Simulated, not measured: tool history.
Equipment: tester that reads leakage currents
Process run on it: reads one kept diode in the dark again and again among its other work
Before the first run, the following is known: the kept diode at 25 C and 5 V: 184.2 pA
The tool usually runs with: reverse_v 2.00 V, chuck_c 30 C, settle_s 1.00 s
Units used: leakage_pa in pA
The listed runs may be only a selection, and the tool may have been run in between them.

run 1 hour=0.0 | reverse_v=2.00 chuck_c=30 settle_s=1.00 | leakage_pa=185.40
run 2 hour=108.8 | reverse_v=3.60 chuck_c=30 settle_s=1.00 | leakage_pa=245.57
run 3 hour=207.4 | reverse_v=10.98 chuck_c=30 settle_s=1.00 | leakage_pa=425.62
run 4 hour=310.5 | reverse_v=10.98 chuck_c=30 settle_s=0.50 | leakage_pa=429.60
run 5 hour=395.1 | reverse_v=10.98 chuck_c=30 settle_s=0.50 | leakage_pa=432.65
run 6 hour=498.1 | reverse_v=10.98 chuck_c=30 settle_s=0.46 | leakage_pa=431.08
run 7 hour=557.9 | reverse_v=10.98 chuck_c=30 settle_s=0.46 | leakage_pa=433.04
run 8 hour=624.8 | reverse_v=2.00 chuck_c=37 settle_s=1.00 | leakage_pa=309.64
run 9 hour=728.5 | reverse_v=2.00 chuck_c=30 settle_s=1.00 | leakage_pa=188.17
run 10 hour=816.1 | reverse_v=2.00 chuck_c=30 settle_s=7.04 | leakage_pa=188.64
run 11 hour=921.1 | reverse_v=2.00 chuck_c=23 settle_s=1.00 | leakage_pa=112.78
-- hour=958.2 chuck's temperature calibrated
run 12 hour=1013.3 | reverse_v=2.00 chuck_c=30 settle_s=1.00 | leakage_pa=175.04
-- hour=1054.8 probe card cleaned and baked
run 13 hour=1099.7 | reverse_v=2.00 chuck_c=30 settle_s=1.00 | leakage_pa=175.03
run 14 hour=1210.7 | reverse_v=2.00 chuck_c=30 settle_s=1.00 | leakage_pa=174.49
run 15 hour=1309.2 | reverse_v=2.00 chuck_c=30 settle_s=1.00 | leakage_pa=174.93
run 16 hour=1375.4 | reverse_v=2.00 chuck_c=30 settle_s=1.00 | leakage_pa=176.13
run 17 hour=1446.2 | reverse_v=2.00 chuck_c=30 settle_s=1.00 | leakage_pa=175.79
run 18 hour=1514.6 | reverse_v=2.00 chuck_c=30 settle_s=3.94 | leakage_pa=174.80
run 19 hour=1586.3 | reverse_v=2.00 chuck_c=30 settle_s=1.41 | leakage_pa=177.49
run 20 hour=1678.9 | reverse_v=1.37 chuck_c=40 settle_s=0.45 | leakage_pa=302.54
run 21 hour=1791.9 | reverse_v=9.54 chuck_c=34 settle_s=0.47 | leakage_pa=508.44
run 22 hour=1908.3 | reverse_v=14.56 chuck_c=34 settle_s=0.96 | leakage_pa=620.07
run 23 hour=1963.1 | reverse_v=1.57 chuck_c=54 settle_s=0.96 | leakage_pa=826.77
run 24 hour=2047.6 | reverse_v=1.57 chuck_c=54 settle_s=0.96 | leakage_pa=826.11
run 25 hour=2157.1 | reverse_v=1.57 chuck_c=54 settle_s=0.96 | leakage_pa=822.85
run 26 hour=2223.7 | reverse_v=1.57 chuck_c=36 settle_s=1.29 | leakage_pa=247.15
run 27 hour=2282.9 | reverse_v=1.57 chuck_c=26 settle_s=9.57 | leakage_pa=117.87
run 28 hour=2368.0 | reverse_v=1.94 chuck_c=30 settle_s=0.36 | leakage_pa=178.70
run 29 hour=2456.4 | reverse_v=9.44 chuck_c=25 settle_s=1.00 | leakage_pa=265.48
run 30 hour=2562.2 | reverse_v=9.44 chuck_c=25 settle_s=1.00 | leakage_pa=265.14
run 31 hour=2664.2 | reverse_v=2.00 chuck_c=38 settle_s=1.11 | leakage_pa=323.46
run 32 hour=2746.1 | reverse_v=1.16 chuck_c=34 settle_s=6.45 | leakage_pa=187.69
run 33 hour=2834.8 | reverse_v=7.23 chuck_c=32 settle_s=1.00 | leakage_pa=393.43
run 34 hour=2929.3 | reverse_v=16.05 chuck_c=31 settle_s=2.88 | leakage_pa=538.75

Alternative continuations, all from the tool just after run 34; predict every row:
run A hour=3019.8 | reverse_v=3.83 chuck_c=30 settle_s=0.40 | leakage_pa=?
run B hour=3019.8 | reverse_v=2.00 chuck_c=21 settle_s=9.24 | leakage_pa=?
run C hour=3019.8 | reverse_v=1.07 chuck_c=31 settle_s=2.88 | leakage_pa=?
run D hour=3019.8 | reverse_v=19.29 chuck_c=58 settle_s=2.88 | leakage_pa=?
run E hour=3019.8 | reverse_v=1.47 chuck_c=56 settle_s=1.00 | leakage_pa=?

run=A leakage_pa=253.38
run=B leakage_pa=92.62
run=C leakage_pa=145.88
run=D leakage_pa=3606.61
run=E leakage_pa=927.16
Without the tool's unlogged condition, the same runs would have read:
run=A leakage_pa=239.47
run=B leakage_pa=87.00
run=C leakage_pa=138.20
run=D leakage_pa=3448.26
run=E leakage_pa=887.01
